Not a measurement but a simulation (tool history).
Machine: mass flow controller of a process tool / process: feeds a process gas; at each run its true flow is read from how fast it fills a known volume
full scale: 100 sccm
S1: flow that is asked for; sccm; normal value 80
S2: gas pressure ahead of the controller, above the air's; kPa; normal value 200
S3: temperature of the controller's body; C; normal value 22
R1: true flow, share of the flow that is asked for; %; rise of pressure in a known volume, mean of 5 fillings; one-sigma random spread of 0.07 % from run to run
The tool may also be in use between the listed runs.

run	day	S1	S2	S3	R1
1	0.000	80	200	22	99.00
2	3.058	80	200	22	99.09
3	8.083	80	200	22	99.34
4	10.404	78	200	22	99.31
5	15.346	80	200	22	99.46
6	18.279	80	200	22	99.48
7	20.671	80	200	36	100.86
8	24.875	80	200	36	101.02
9	28.942	80	200	31	100.59
10	33.638	29	200	22	98.01
11	36.425	29	200	22	98.06
12	38.717	29	200	22	98.25
13	43.262	76	200	22	99.76
14	47.542	76	200	22	99.95
15	50.462	80	200	22	100.23
16	52.862	80	200	22	100.11
17	57.188	80	200	22	100.35
18	60.246	80	200	22	100.44
19	65.642	80	200	22	100.31
20	68.092	80	200	22	100.54
21	73.258	80	225	22	100.65
22	77.675	54	225	22	100.03
23	81.438	54	225	22	100.12
24	85.958	80	200	22	100.87
25	90.704	80	200	22	100.96
26	94.817	80	200	23	101.14
27	98.929	76	200	22	101.07
28	104.212	46	141	22	99.73
# day 106.208: gauge calibrated
29	109.488	46	141	22	97.61
30	114.250	46	219	22	98.13
31	117.712	80	229	21	99.32
32	122.675	80	165	31	100.01
33	125.912	21	191	27	97.81
34	129.792	49	179	27	98.64
35	132.200	80	200	40	101.28
36	134.992	14	212	40	99.16
37	139.338	74	154	29	99.88
38	142.200	74	206	29	100.38
39	145.467	42	218	26	99.27
40	150.088	17	249	36	99.50
41	154.646	70	200	22	99.75
42	158.442	16	224	27	98.63
43	161.629	54	198	39	100.98
44	164.550	54	198	39	100.92
# day 165.525: gauge calibrated
45	169.508	38	173	23	97.74
46	172.558	45	238	31	99.14
47	177.742	12	262	35	98.78

Some steps in R1 between neighbouring runs. How much of each would the tool show without its hidden state too (settings, what came in, random variation), and how much is left for the hidden state, with any gauge scatter that isn't in both results?
Unlogged tool condition in this case: flow at rest that the sensor doesn't see, % of full scale; true flow over the shown one, %; drift of the gauge itself on true_pct, %.
Run 9 -> 10: S1 80 -> 29, S3 31 -> 22. R1 -2.58 %: hidden state +0.08, all else -2.66.
Run 18 -> 19: settings left as they were, no log entry in between. R1 -0.13 %: hidden state +0.12, all else -0.25.
Run 28 -> 29: gauge calibrated. R1 -2.12 %: hidden state -2.09, all else -0.03.
Run 34 -> 35: S1 49 -> 80, S2 179 -> 200, S3 27 -> 40. R1 +2.64 %: hidden state +0.07, all else +2.57.
Run 44 -> 45: S1 54 -> 38, S2 198 -> 173, S3 39 -> 23, gauge calibrated. R1 -3.18 %: hidden state -1.15, all else -2.03.
